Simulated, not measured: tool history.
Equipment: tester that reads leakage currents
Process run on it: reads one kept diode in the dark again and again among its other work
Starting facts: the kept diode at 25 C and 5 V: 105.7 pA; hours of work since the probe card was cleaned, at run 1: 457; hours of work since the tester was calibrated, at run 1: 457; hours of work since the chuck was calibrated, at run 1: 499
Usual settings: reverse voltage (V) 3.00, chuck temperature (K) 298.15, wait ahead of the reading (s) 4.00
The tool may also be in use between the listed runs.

run,hour,reverse voltage (V),chuck temperature (K),wait ahead of the reading (s),hours of work since the probe card was cleaned,hours of work since the tester was calibrated,hours of work since the chuck was calibrated,current that the tester gives (pA)
1,0.0,3.00,298.15,4.00,457,457,499,77.68
2,41.9,10.28,298.15,4.00,482,482,523,153.00
3,70.7,3.00,298.15,4.00,499,499,540,78.03
4,115.9,3.00,298.15,4.00,525,525,567,77.52
5,167.0,3.00,298.15,4.00,555,555,596,77.08
6,192.5,2.31,298.15,4.00,569,569,611,67.12
7,220.1,2.31,298.15,4.00,586,586,627,66.92
8,265.7,1.73,298.15,4.00,612,612,654,57.22
9,301.1,5.19,298.15,4.00,633,633,674,104.74
10,331.1,5.19,298.15,4.00,650,650,692,104.52
11,380.1,6.11,298.15,4.00,679,679,720,114.17
12,404.0,6.11,298.15,4.00,693,693,734,114.77
13,431.0,6.11,298.15,4.00,708,708,750,114.36
14,463.8,2.44,295.15,0.81,727,727,769,52.40
15,512.0,17.56,308.15,0.81,756,756,797,502.96
16,550.1,1.05,325.15,0.33,778,778,819,454.94
17,584.4,7.05,297.15,4.00,798,798,839,112.63
18,636.9,7.05,297.15,4.00,828,828,870,112.72
19,677.4,5.24,298.15,4.28,852,852,893,104.34
20,705.4,5.24,298.15,4.28,868,868,910,104.75
21,742.6,5.24,310.15,0.73,890,890,931,308.00
22,778.9,3.58,310.15,0.87,911,911,952,249.45
23,803.0,14.13,300.15,1.24,925,925,966,218.61
24,855.5,16.42,294.15,0.31,955,955,997,147.08
25,907.0,8.86,300.15,2.95,985,985,1027,167.31

What if the next run were any one of these 4? Each begins from the tool's condition after run 25:
A,935.0,3.00,298.15,3.17,1002,1002,1043,?
B,935.0,5.94,298.15,1.89,1002,1002,1043,?
C,935.0,8.86,294.15,1.21,1002,1002,1043,?
D,935.0,3.37,295.15,6.19,1002,1002,1043,?

run,current that the tester gives (pA)
A,76.78
B,112.47
C,98.67
D,61.63
Take away the tool's hidden state, keep each run's random variation, and the runs would have read:
run,current that the tester gives (pA)
A,80.83
B,117.08
C,99.80
D,64.19
